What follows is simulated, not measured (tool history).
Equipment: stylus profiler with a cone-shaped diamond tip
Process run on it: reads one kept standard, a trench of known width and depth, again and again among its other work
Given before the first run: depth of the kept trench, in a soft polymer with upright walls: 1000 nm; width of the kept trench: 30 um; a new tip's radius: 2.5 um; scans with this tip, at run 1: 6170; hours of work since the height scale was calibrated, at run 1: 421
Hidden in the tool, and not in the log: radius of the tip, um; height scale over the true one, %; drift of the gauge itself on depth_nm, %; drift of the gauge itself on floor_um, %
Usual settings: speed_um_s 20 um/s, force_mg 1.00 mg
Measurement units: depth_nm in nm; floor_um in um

run    hour  speed_um_s  force_mg  scans with this tip  hours of work since the height scale was calibrated  depth_nm  floor_um
  1     0.0          20      1.00                 6170                                                  421   1011.62     24.06
  2    46.7          20      1.00                 6511                                                  444   1011.32     24.01
  3    86.0          20      1.00                 6799                                                  463   1011.97     23.89
  4   130.4          11      1.00                 7123                                                  485   1011.52     23.88
  5   171.5          11      1.00                 7423                                                  506   1011.76     23.81
  6   220.8          11      1.00                 7783                                                  530   1011.90     23.74
  7   259.9          11      1.00                 8069                                                  550   1011.99     23.69
  8   323.0          11      1.00                 8530                                                  581   1012.07     23.55
  9   385.9           6      1.00                 8989                                                  613   1012.34     23.51
 10   416.5          15      1.00                 9213                                                  628   1012.41     23.38
 11   461.1          20      1.00                 9539                                                  650   1012.51     23.30
 12   516.8          20      1.00                 9946                                                  678   1012.40     23.19
 13   576.6          20      1.00                10383                                                  708   1012.87     23.14
 14   605.3          20      1.00                10592                                                  722   1012.74     23.10
 15   641.5          20      1.00                10857                                                  740   1012.57     23.05
 16   698.4          20      1.00                11273                                                  768   1012.85     22.96
 17   755.8          20      1.00                11692                                                  797   1013.25     22.87
 18   804.0           6      1.00                12044                                                  821   1013.38     22.80
 19   838.3          57      1.00                12295                                                  838   1013.22     22.53
 20   872.0           8      2.20                12541                                                  855   1019.60     22.73
 21   905.7          25      2.53                12787                                                  871   1020.89     22.60
 22   939.2           7      1.40                13032                                                  888   1016.08     22.69
      993.8  -- new tip fitted, height scale calibrated
 23  1003.7           7      1.40                   73                                                    5   1010.53     25.99
 24  1053.0           7      1.40                  433                                                   29   1010.60     25.78
 25  1088.2          34      1.86                  690                                                   47   1013.16     25.64
 26  1133.0           5      1.86                 1017                                                   69   1013.02     25.67
 27  1173.2           5      1.86                 1311                                                   89   1013.43     25.59
 28  1201.3          10      1.00                 1516                                                  103   1008.61     25.47
 29  1241.0          10      1.00                 1806                                                  123   1008.83     25.38
 30  1279.0          32      1.23                 2084                                                  142   1010.35     25.22
 31  1320.9          13      2.37                 2390                                                  163   1016.05     25.21
 32  1348.9          21      0.48                 2595                                                  177   1005.56     25.07
 33  1388.9          11      2.55                 2887                                                  197   1017.51     25.04
 34  1418.7          73      1.24                 3104                                                  212   1010.51     24.73
 35  1472.5          73      1.24                 3497                                                  238   1010.92     24.63
 36  1516.6          68      0.74                 3820                                                  260   1007.65     24.40

Forecast each of these 4 alternatives for the next run:
  A  1549.3          19      0.74                 4059                                                  277         ?         ?
  B  1549.3          72      0.74                 4059                                                  277         ?         ?
  C  1549.3          37      2.95                 4059                                                  277         ?         ?
  D  1549.3          20      1.92                 4059                                                  277         ?         ?

run  depth_nm  floor_um
  A   1008.24     24.63
  B   1007.95     24.38
  C   1019.35     24.69
  D   1014.39     24.72
Without the tool's unlogged condition, the same runs would have read:
run  depth_nm  floor_um
  A   1007.44     25.86
  B   1007.15     25.60
  C   1018.54     25.92
  D   1013.59     25.94
